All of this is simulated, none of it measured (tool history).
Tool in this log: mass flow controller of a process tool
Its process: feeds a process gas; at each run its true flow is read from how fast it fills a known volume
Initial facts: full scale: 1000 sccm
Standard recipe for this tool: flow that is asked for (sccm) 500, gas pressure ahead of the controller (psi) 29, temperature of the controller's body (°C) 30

run     hour  flow that is asked for (sccm)  gas pressure ahead of the controller (psi)  temperature of the controller's body (°C)  true flow (%)
  1        0                            500                                          29                                         30         100.85
  2    376.1                            102                                          29                                         30         100.39
  3    963.6                            102                                          29                                         30         100.68
  4   1260.8                            500                                          29                                         30         101.11
  5   1751.9                            500                                          29                                         30         101.16
  6   2304.3                            500                                          29                                         30         101.34
  7   2872.2                            500                                          29                                         30         101.24
  8   3226.7                            500                                          29                                         30          101.3
  9   3517.4                            500                                          29                                         30         101.57
 10   3914.6                            500                                          29                                         30          101.5
 11   4495.4                            500                                          29                                         30         101.73
      4643.1  -- controller exchanged for a calibrated one
 12   4741.1                            719                                          29                                         30          99.93
 13   5073.9                            719                                          29                                         30          99.81
 14   5586.2                            719                                          29                                         30            100
 15   6127.7                            500                                          29                                         30          99.52
 16   6434.5                            272                                          29                                         30          99.04
 17   6774.9                            500                                        33.2                                         30          99.45
 18   7318.6                            120                                        22.8                                         30          99.64
 19     7830                            120                                        22.8                                         30          99.85
 20   8327.9                            120                                        22.8                                         30         100.08
 21   8794.3                            305                                        36.8                                         30          99.56
 22   9253.1                            500                                        23.9                                         30          99.99
 23   9709.6                            372                                        26.8                                         30         100.08
 24  10297.8                            275                                        36.4                                         38         100.94
 25  10864.7                            275                                        36.4                                         38         101.06
 26  11303.3                            275                                        23.2                                         22          99.41
 27    11718                            922                                        23.2                                         34         101.93
 28  12194.1                            109                                        24.1                                         40         103.27
 29  12769.7                            109                                        24.1                                         40         103.56
 30  13327.3                            881                                        23.1                                         29          101.6
 31  13717.4                            881                                        23.1                                         29         101.46

Branching from run 31: 5 alternative next runs. What would each branch give?
  A  14283.2                            492                                        34.1                                         33              ?
  B  14283.2                            881                                          40                                         29              ?
  C  14283.2                            422                                        21.5                                         28              ?
  D  14283.2                            844                                        33.9                                         28              ?
  E  14283.2                            125                                        30.5                                         21              ?

run  true flow (%)
  A          101.3
  B          101.5
  C         100.78
  D         101.46
  E         101.36
Take away the tool's hidden state, keep each run's random variation, and the runs would have read:
run  true flow (%)
  A          99.41
  B            100
  C          98.74
  D          99.93
  E          96.89

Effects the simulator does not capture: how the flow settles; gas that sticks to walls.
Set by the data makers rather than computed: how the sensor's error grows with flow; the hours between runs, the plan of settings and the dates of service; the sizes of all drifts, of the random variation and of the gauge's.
